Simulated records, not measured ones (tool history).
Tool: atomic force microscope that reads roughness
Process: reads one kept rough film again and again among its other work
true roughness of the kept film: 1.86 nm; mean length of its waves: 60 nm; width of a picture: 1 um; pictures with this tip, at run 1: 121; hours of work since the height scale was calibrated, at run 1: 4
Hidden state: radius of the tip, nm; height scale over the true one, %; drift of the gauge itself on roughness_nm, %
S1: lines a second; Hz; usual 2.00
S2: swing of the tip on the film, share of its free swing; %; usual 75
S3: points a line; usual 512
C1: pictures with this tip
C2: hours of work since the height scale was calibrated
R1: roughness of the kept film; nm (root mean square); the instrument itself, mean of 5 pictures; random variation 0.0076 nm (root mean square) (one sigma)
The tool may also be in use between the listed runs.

| run | hour | S1 | S2 | S3 | C1 | C2 | R1 |
|---|---|---|---|---|---|---|---|
| 1 | 0.0 | 2.00 | 75 | 512 | 121 | 4 | 1.581 |
| 2 | 47.1 | 2.00 | 75 | 512 | 200 | 37 | 1.554 |
|  | 63.0 | new tip fitted |
| 3 | 96.6 | 2.00 | 86 | 512 | 56 | 72 | 1.480 |
| 4 | 129.9 | 2.00 | 75 | 652 | 112 | 96 | 1.584 |
| 5 | 175.3 | 2.00 | 75 | 652 | 188 | 128 | 1.564 |
|  | 199.3 | new tip fitted |
| 6 | 199.3 | 2.00 | 75 | 652 | 0 | 145 | 1.603 |
| 7 | 245.5 | 3.85 | 75 | 652 | 78 | 178 | 1.437 |
| 8 | 288.6 | 3.85 | 75 | 652 | 150 | 209 | 1.420 |
| 9 | 317.4 | 3.85 | 75 | 652 | 199 | 229 | 1.411 |
|  | 335.5 | new tip fitted |
| 10 | 362.6 | 2.00 | 75 | 512 | 45 | 261 | 1.606 |
| 11 | 415.9 | 2.00 | 75 | 403 | 135 | 299 | 1.585 |
| 12 | 456.5 | 2.39 | 75 | 291 | 203 | 328 | 1.519 |
|  | 470.5 | new tip fitted |
| 13 | 509.2 | 2.39 | 75 | 291 | 65 | 366 | 1.557 |
| 14 | 549.2 | 2.39 | 75 | 291 | 132 | 394 | 1.533 |
| 15 | 571.4 | 2.39 | 82 | 291 | 169 | 410 | 1.436 |
|  | 608.9 | new tip fitted |
| 16 | 608.9 | 2.00 | 75 | 923 | 0 | 436 | 1.597 |
| 17 | 650.3 | 1.11 | 75 | 622 | 69 | 466 | 1.666 |
| 18 | 674.0 | 1.11 | 75 | 622 | 109 | 483 | 1.666 |
| 19 | 704.2 | 1.11 | 75 | 622 | 160 | 504 | 1.650 |
|  | 748.1 | new tip fitted |
| 20 | 752.2 | 3.50 | 82 | 965 | 6 | 538 | 1.369 |
| 21 | 801.2 | 2.41 | 72 | 283 | 89 | 573 | 1.557 |

4 ways to go on from here, each from the tool as it stands after run 21. What would each give?
| A | 838.4 | 1.97 | 60 | 357 | 151 | 600 | ? |
| B | 838.4 | 2.00 | 75 | 360 | 151 | 600 | ? |
| C | 838.4 | 2.41 | 64 | 283 | 151 | 600 | ? |
| D | 838.4 | 0.51 | 80 | 656 | 151 | 600 | ? |

| run | R1 |
|---|---|
| A | 1.674 |
| B | 1.547 |
| C | 1.617 |
| D | 1.689 |
Without the tool's hidden state the same runs would have given:
| run | R1 |
|---|---|
| A | 1.743 |
| B | 1.611 |
| C | 1.684 |
| D | 1.758 |
